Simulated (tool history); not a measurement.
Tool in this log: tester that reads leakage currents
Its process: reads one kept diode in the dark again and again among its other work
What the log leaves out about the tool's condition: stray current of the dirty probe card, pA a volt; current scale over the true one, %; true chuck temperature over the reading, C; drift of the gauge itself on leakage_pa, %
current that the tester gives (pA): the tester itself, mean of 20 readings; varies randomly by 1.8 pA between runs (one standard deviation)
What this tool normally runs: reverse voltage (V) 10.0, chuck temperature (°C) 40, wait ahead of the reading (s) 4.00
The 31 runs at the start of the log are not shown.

run    hour  reverse voltage (V)  chuck temperature (°C)  wait ahead of the reading (s)  hours of work since the probe card was cleaned  hours of work since the tester was calibrated  hours of work since the chuck was calibrated  current that the tester gives (pA)
 32   995.8                  1.7                      23                           2.79                                             767                                           1434                                           720                               71.27
 33  1024.3                 10.0                      32                           4.00                                             778                                           1446                                           732                              336.00
 34  1046.2                  4.1                      40                           2.17                                             787                                           1455                                           741                              406.87
 35  1084.6                 10.0                      25                           4.00                                             803                                           1471                                           757                              194.29
 36  1105.7                 10.0                      25                           4.00                                             812                                           1480                                           766                              194.63
 37  1140.0                 10.0                      34                           1.57                                             826                                           1494                                           780                              398.42
 38  1182.8                  2.4                      21                           0.99                                             844                                           1512                                           798                               72.04
 39  1216.2                  2.4                      21                           0.99                                             858                                           1525                                           812                               71.86

What if the next run were any one of these 3? Each begins from the tool's condition after run 39:
  A  1236.3                 10.0                      23                           4.00                                             866                                           1534                                           820                                   ?
  B  1236.3                 10.0                      40                           6.42                                             866                                           1534                                           820                                   ?
  C  1236.3                 12.9                      40                           4.00                                             866                                           1534                                           820                                   ?

run  current that the tester gives (pA)
  A                              166.22
  B                              625.10
  C                              701.38
The same runs, with their run-to-run variation unchanged, on a tool lacking any hidden condition would have given:
run  current that the tester gives (pA)
  A                              156.79
  B                              596.54
  C                              669.20
